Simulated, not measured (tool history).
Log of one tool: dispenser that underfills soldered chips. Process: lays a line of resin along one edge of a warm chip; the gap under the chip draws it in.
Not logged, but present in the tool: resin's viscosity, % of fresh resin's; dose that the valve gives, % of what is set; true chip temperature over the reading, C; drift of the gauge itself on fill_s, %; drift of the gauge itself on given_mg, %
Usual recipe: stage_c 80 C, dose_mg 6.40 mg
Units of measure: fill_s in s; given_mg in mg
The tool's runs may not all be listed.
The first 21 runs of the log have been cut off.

run   hour  stage_c  dose_mg  hours of work since the syringe was changed  hours of work since the valve was cleaned  hours of work since the stage was calibrated  fill_s  given_mg
 22   91.8       92     7.75                                           10                                         82                                            82    56.0      7.50
      94.0  -- new syringe of resin
 23   96.3       75     7.84                                            2                                         85                                            85    77.6      7.51
 24  101.4       92     6.01                                            5                                         88                                            88    40.7      5.77
 25  105.7       92     6.01                                            8                                         91                                            91    47.8      5.75
     111.1  -- new syringe of resin
 26  111.6       67     6.01                                            0                                         95                                            95   110.5      5.67
     118.8  -- dispensing valve cleaned and set on the balance
 27  119.1       67     6.01                                            5                                          0                                            99   144.6      6.05
 28  123.1       66     6.39                                            7                                          3                                           102   177.5      6.41
 29  128.2       77     7.45                                           11                                          6                                           105   118.3      7.46
     129.1  -- new syringe of resin
 30  133.1       65     6.40                                            3                                          9                                           108   142.4      6.39
 31  139.4       68     6.40                                            7                                         14                                           112   155.2      6.34
 32  145.3       71     7.41                                           11                                         18                                           116   167.9      7.35
     146.5  -- new syringe of resin
 33  149.7       78     8.21                                            2                                         20                                           119    67.1      8.07
 34  154.5       78     8.21                                            5                                         24                                           122    82.3      8.13
 35  158.7       88     7.97                                            8                                         26                                           125    58.7      7.85

Branching from run 35: 3 alternative next runs. What would each branch give?
  A  162.0       85     5.75                                           10                                         29                                           127       ?         ?
  B  162.0       73     7.11                                           10                                         29                                           127       ?         ?
  C  162.0       82     7.97                                           10                                         29                                           127       ?         ?

run  fill_s  given_mg
  A    79.0      5.63
  B   140.6      7.02
  C    90.0      7.83
Without the tool's unlogged condition, the same runs would have read:
run  fill_s  given_mg
  A    44.3      5.71
  B    79.0      7.11
  C    50.5      7.93
